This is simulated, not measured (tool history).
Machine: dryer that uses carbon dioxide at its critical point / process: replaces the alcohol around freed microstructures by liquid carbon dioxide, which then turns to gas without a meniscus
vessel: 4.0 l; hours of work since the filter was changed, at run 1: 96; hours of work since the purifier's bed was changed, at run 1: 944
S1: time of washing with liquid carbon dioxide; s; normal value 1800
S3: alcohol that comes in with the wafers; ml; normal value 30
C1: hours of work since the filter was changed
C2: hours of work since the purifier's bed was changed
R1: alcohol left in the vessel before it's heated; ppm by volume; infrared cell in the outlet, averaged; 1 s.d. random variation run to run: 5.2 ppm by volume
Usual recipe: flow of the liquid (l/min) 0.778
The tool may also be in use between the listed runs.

Run 1, hour 0.0: usual settings; C1 96; C2 944. Result: R1 216 ppm by volume.
Run 2, hour 50.7: usual settings but flow of the liquid (l/min) 0.558; C1 121; C2 969. Result: R1 487 ppm by volume.
Run 3, hour 85.2: usual settings; C1 138; C2 986. Result: R1 214 ppm by volume.
Run 4, hour 128.2: usual settings but S1 2340 s; C1 159; C2 1008. Result: R1 162 ppm by volume.
Run 5, hour 158.3: usual settings but S3 56 ml; C1 174; C2 1023. Result: R1 332 ppm by volume.
Run 6, hour 210.4: usual settings but S3 56 ml; C1 200; C2 1048. Result: R1 349 ppm by volume.
Run 7, hour 233.9: usual settings but S3 56 ml; C1 212; C2 1060. Result: R1 340 ppm by volume.
Run 8, hour 256.7: usual settings but S3 56 ml; C1 223; C2 1071. Result: R1 355 ppm by volume.
Run 9, hour 286.0: usual settings; C1 238; C2 1086. Result: R1 265 ppm by volume.
Run 10, hour 337.6: usual settings; C1 263; C2 1111. Result: R1 267 ppm by volume.
Run 11, hour 365.4: usual settings; C1 277; C2 1125. Result: R1 257 ppm by volume.
At hour 393.4: inlet filter changed.
Run 12, hour 408.8: usual settings but S1 2640 s; C1 8; C2 1146. Result: R1 159 ppm by volume.
Run 13, hour 447.2: usual settings; C1 27; C2 1165. Result: R1 242 ppm by volume.
Run 14, hour 497.9: usual settings but flow of the liquid (l/min) 1.015; C1 52; C2 1190. Result: R1 180 ppm by volume.
Run 15, hour 534.3: usual settings; C1 70; C2 1208. Result: R1 246 ppm by volume.
At hour 550.7: purifier's bed changed.
Run 16, hour 566.2: usual settings; C1 84; C2 8. Result: R1 100 ppm by volume.
Run 17, hour 588.6: usual settings; C1 95; C2 19. Result: R1 96 ppm by volume.
Run 18, hour 610.6: usual settings; C1 106; C2 30. Result: R1 103 ppm by volume.
Run 19, hour 636.0: usual settings but S1 1260 s; C1 119; C2 42. Result: R1 356 ppm by volume.
Run 20, hour 684.3: usual settings; C1 143; C2 66. Result: R1 113 ppm by volume.
Run 21, hour 722.9: usual settings; C1 162; C2 85. Result: R1 117 ppm by volume.
Run 22, hour 761.3: usual settings but S3 67 ml; C1 181; C2 104. Result: R1 261 ppm by volume.
Run 23, hour 801.3: usual settings but S3 67 ml; C1 201; C2 124. Result: R1 254 ppm by volume.
Run 24, hour 851.5: usual settings but flow of the liquid (l/min) 1.007; C1 225; C2 149. Result: R1 53 ppm by volume.
Run 25, hour 904.9: usual settings but S1 1560 s, flow of the liquid (l/min) 0.797, S3 77 ml; C1 252; C2 175. Result: R1 480 ppm by volume.
Run 26, hour 952.4: usual settings but S1 1140 s, S3 99 ml; C1 275; C2 199. Result: R1 1797 ppm by volume.
At hour 984.8: inlet filter changed.
Run 27, hour 992.3: usual settings but S1 1440 s, flow of the liquid (l/min) 0.712, S3 31 ml; C1 4; C2 218. Result: R1 313 ppm by volume.
Run 28, hour 1046.1: usual settings but S1 1440 s, flow of the liquid (l/min) 0.712, S3 31 ml; C1 30; C2 245. Result: R1 334 ppm by volume.
Run 29, hour 1093.7: usual settings but S1 1260 s, S3 33 ml; C1 54; C2 268. Result: R1 411 ppm by volume.
Run 30, hour 1147.4: usual settings but S1 1260 s, S3 33 ml; C1 81; C2 295. Result: R1 422 ppm by volume.
Run 31, hour 1175.1: usual settings but S1 2760 s, S3 50 ml; C1 94; C2 309. Result: R1 63 ppm by volume.
Run 32, hour 1201.0: usual settings but S1 1140 s, S3 32 ml; C1 107; C2 322. Result: R1 561 ppm by volume.
Run 33, hour 1236.2: usual settings but S1 1140 s, S3 32 ml; C1 125; C2 339. Result: R1 565 ppm by volume.
Run 34, hour 1269.3: usual settings but S1 1140 s, S3 33 ml; C1 141; C2 355. Result: R1 584 ppm by volume.
Run 35, hour 1319.8: usual settings but S1 1200 s, flow of the liquid (l/min) 1.117, S3 26 ml; C1 166; C2 380. Result: R1 147 ppm by volume.
Run 36, hour 1350.1: usual settings but S1 1200 s, flow of the liquid (l/min) 1.117, S3 26 ml; C1 181; C2 395. Result: R1 166 ppm by volume.
Run 37, hour 1389.4: usual settings but S1 1200 s, flow of the liquid (l/min) 1.117, S3 26 ml; C1 200; C2 415. Result: R1 161 ppm by volume.
Run 38, hour 1438.5: usual settings but S1 1200 s, flow of the liquid (l/min) 1.117, S3 26 ml; C1 225; C2 439. Result: R1 168 ppm by volume.
Run 39, hour 1492.4: usual settings but S1 2640 s, flow of the liquid (l/min) 1.004, S3 20 ml; C1 251; C2 466. Result: R1 51 ppm by volume.
Run 40, hour 1519.8: usual settings but S1 2640 s, flow of the liquid (l/min) 1.004, S3 20 ml; C1 265; C2 479. Result: R1 57 ppm by volume.
Run 41, hour 1550.5: usual settings but flow of the liquid (l/min) 0.482, S3 49 ml; C1 280; C2 495. Result: R1 1062 ppm by volume.
At hour 1571.9: inlet filter changed.
Run 42, hour 1591.6: usual settings but S1 2520 s, flow of the liquid (l/min) 0.482, S3 49 ml; C1 10; C2 514. Result: R1 351 ppm by volume.
Run 43, hour 1638.1: usual settings but S1 1500 s, flow of the liquid (l/min) 0.482, S3 22 ml; C1 33; C2 538. Result: R1 655 ppm by volume.
Run 44, hour 1685.6: usual settings but S1 2760 s, flow of the liquid (l/min) 0.894; C1 56; C2 561. Result: R1 83 ppm by volume.
Run 45, hour 1722.5: usual settings but S1 1380 s, flow of the liquid (l/min) 0.641, S3 84 ml; C1 75; C2 579. Result: R1 1438 ppm by volume.
Run 46, hour 1756.5: usual settings but S1 2580 s, flow of the liquid (l/min) 1.109, S3 102 ml; C1 91; C2 596. Result: R1 83 ppm by volume.
Run 47, hour 1786.5: usual settings but S1 1560 s, flow of the liquid (l/min) 0.767, S3 66 ml; C1 106; C2 611. Result: R1 479 ppm by volume.

Take each entry between the runs: how does the hidden state at the last listed run before it differ from the hidden state at the first listed run after it?
In the gap between runs 11 and 12: inlet filter changed (hour 393.4)
  flow that reaches the vessel past the clogged filter, %: 91.7 -> 99.8; alcohol in the recycled carbon dioxide, ppm: 147.9 -> 150.6
  measured minus no-state result, R1: +179 -> +146 ppm by volume
In the gap between runs 15 and 16: purifier's bed changed (hour 550.7)
  flow that reaches the vessel past the clogged filter, %: 98 -> 97.5; alcohol in the recycled carbon dioxide, ppm: 158.5 -> 6.7
  measured minus no-state result, R1: +164 -> +11 ppm by volume
In the gap between runs 26 and 27: inlet filter changed (hour 984.8)
  flow that reaches the vessel past the clogged filter, %: 92 -> 99.4; alcohol in the recycled carbon dioxide, ppm: 30.1 -> 32.3
  measured minus no-state result, R1: +387 -> +33 ppm by volume
In the gap between runs 41 and 42: inlet filter changed (hour 1571.9)
  flow that reaches the vessel past the clogged filter, %: 91.4 -> 99.3; alcohol in the recycled carbon dioxide, ppm: 67.2 -> 69.7
  measured minus no-state result, R1: +271 -> +72 ppm by volume
